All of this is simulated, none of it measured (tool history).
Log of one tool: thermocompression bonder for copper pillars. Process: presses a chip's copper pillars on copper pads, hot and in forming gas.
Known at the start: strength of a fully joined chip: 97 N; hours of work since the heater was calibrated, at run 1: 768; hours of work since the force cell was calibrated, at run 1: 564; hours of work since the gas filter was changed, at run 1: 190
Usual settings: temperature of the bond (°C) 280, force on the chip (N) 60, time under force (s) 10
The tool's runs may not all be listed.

run,hour,temperature of the bond (°C),force on the chip (N),time under force (s),hours of work since the heater was calibrated,hours of work since the force cell was calibrated,hours of work since the gas filter was changed,force that shears a chip off (N)
1,0.0,280,60,10,768,564,190,62.6
2,42.0,280,60,10,788,584,210,62.2
3,69.6,280,60,10,801,597,223,62.6
4,98.1,280,60,10,814,610,236,61.5
5,146.1,280,60,10,837,633,259,62.1
6,182.9,280,44,10,854,650,276,53.0
7,211.6,280,37,10,867,664,289,48.6
8,260.6,280,60,10,890,687,312,62.3
9,306.1,280,60,10,912,708,334,61.4
10,353.3,280,60,10,934,730,356,60.3
11,400.4,280,60,10,956,752,378,60.9
12,447.3,280,60,10,978,774,400,61.4
13,484.1,280,60,10,995,791,417,60.2
14,508.1,280,60,10,1006,803,428,59.9
15,530.4,280,60,10,1017,813,439,60.5
16,557.0,280,60,10,1029,826,451,61.3
# hour 576.6: forming gas filter changed
17,602.4,280,60,10,1050,847,12,65.0
18,655.7,280,60,10,1075,872,37,65.0
19,697.6,280,60,10,1095,891,57,64.3
20,726.1,280,60,10,1108,905,70,65.7
21,747.9,252,60,22,1118,915,80,60.9
22,784.7,288,55,8,1136,932,98,63.8
# hour 791.0: force cell calibrated
23,814.1,304,55,9,1149,11,111,74.1
24,850.8,304,55,9,1166,28,128,74.1
25,884.5,304,55,9,1182,44,144,73.4
# hour 893.4: force cell calibrated, once more
26,924.0,264,42,20,1200,14,161,55.4
27,976.4,264,42,20,1224,39,186,56.9
28,1020.1,264,42,20,1245,59,207,55.7
29,1067.5,265,59,11,1267,82,229,56.4
# hour 1109.8: heater calibrated with a thermocouple chip
30,1113.4,265,85,15,2,102,249,62.5
31,1165.3,296,77,21,26,127,274,82.4
32,1215.0,254,60,10,49,150,297,41.3
33,1253.0,308,60,19,67,168,315,81.8
34,1275.3,308,62,13,78,178,325,75.5
35,1310.0,306,62,10,94,194,342,71.5
36,1357.9,306,44,19,116,217,364,73.1
37,1394.2,279,63,11,133,234,381,58.7
38,1432.1,296,60,27,151,252,399,79.4
39,1484.8,296,60,27,176,276,423,80.3

Hidden state or all else? Some run-to-run changes of force that shears a chip off (N), split into what the settings, what came in and random variation would give without the hidden state, and what is left for the hidden state (with any gauge scatter that isn't in both results):
The hidden state here: true temperature of the bond over the reading, C; force that reaches the chip, % of what is set; oxide that the forming gas leaves, % of the face; drift of the gauge itself on shear_n, %.
Run 16 -> 17: forming gas filter changed. force that shears a chip off (N) +3.7: hidden state +4.8, all else -1.1.
Run 29 -> 30: force on the chip (N) 59 -> 85, time under force (s) 11 -> 15, heater calibrated with a thermocouple chip. force that shears a chip off (N) +6.1: hidden state -8.0, all else +14.1.
Run 31 -> 32: temperature of the bond (°C) 296 -> 254, force on the chip (N) 77 -> 60, time under force (s) 21 -> 10. force that shears a chip off (N) -41.1: hidden state +2.0, all else -43.1.
Run 32 -> 33: temperature of the bond (°C) 254 -> 308, time under force (s) 10 -> 19. force that shears a chip off (N) +40.5: hidden state -2.4, all else +42.9.
Run 37 -> 38: temperature of the bond (°C) 279 -> 296, force on the chip (N) 63 -> 60, time under force (s) 11 -> 27. force that shears a chip off (N) +20.7: hidden state -1.9, all else +22.6.

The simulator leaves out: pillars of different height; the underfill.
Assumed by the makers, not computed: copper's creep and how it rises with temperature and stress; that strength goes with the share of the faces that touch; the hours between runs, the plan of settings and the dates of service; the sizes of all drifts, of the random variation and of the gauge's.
